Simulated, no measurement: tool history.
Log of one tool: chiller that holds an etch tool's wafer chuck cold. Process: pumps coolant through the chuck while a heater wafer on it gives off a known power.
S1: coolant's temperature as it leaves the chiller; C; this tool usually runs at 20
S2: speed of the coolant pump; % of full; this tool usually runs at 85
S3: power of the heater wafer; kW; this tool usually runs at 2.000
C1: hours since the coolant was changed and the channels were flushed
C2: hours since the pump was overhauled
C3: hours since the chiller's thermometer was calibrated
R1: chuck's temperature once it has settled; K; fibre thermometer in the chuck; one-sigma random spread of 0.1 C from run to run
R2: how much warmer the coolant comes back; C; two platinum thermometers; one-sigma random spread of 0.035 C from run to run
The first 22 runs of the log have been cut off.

run,hour,S1,S2,S3,C1,C2,C3,R1,R2
23,1675.8,13,87,1.349,7646,196,3657,296.65,4.13
24,1730.6,22,85,2.000,7700,250,3712,310.95,6.25
25,1821.3,21,85,2.914,7791,341,3803,317.35,9.14
26,1923.6,18,62,1.062,7893,444,3905,302.55,4.69
# hour 1952.9: chiller's thermometer calibrated
27,1972.9,18,62,1.062,7942,492,20,302.55,4.73
# hour 2007.0: coolant changed, channels flushed
28,2033.1,18,62,1.062,26,546,74,301.85,4.75
29,2098.7,15,83,1.062,92,612,140,296.25,3.39
30,2178.9,26,96,1.700,172,692,220,310.55,4.65
31,2260.8,16,64,2.000,254,774,302,308.75,8.68

4 options for the next run, each taken on its own from the tool as it stands now. Forecast them:
A,2315.3,16,62,1.251,308,828,356,?,?
B,2315.3,12,85,1.399,308,828,356,?,?
C,2315.3,12,82,1.546,308,828,356,?,?
D,2315.3,27,80,1.974,308,828,356,?,?

run,R1,R2
A,301.75,5.68
B,295.65,4.37
C,296.95,5.03
D,315.75,6.70
Take away the tool's hidden state, keep each run's random variation, and the runs would have read:
run,R1,R2
A,301.65,5.65
B,295.55,4.35
C,296.85,5.00
D,315.65,6.66
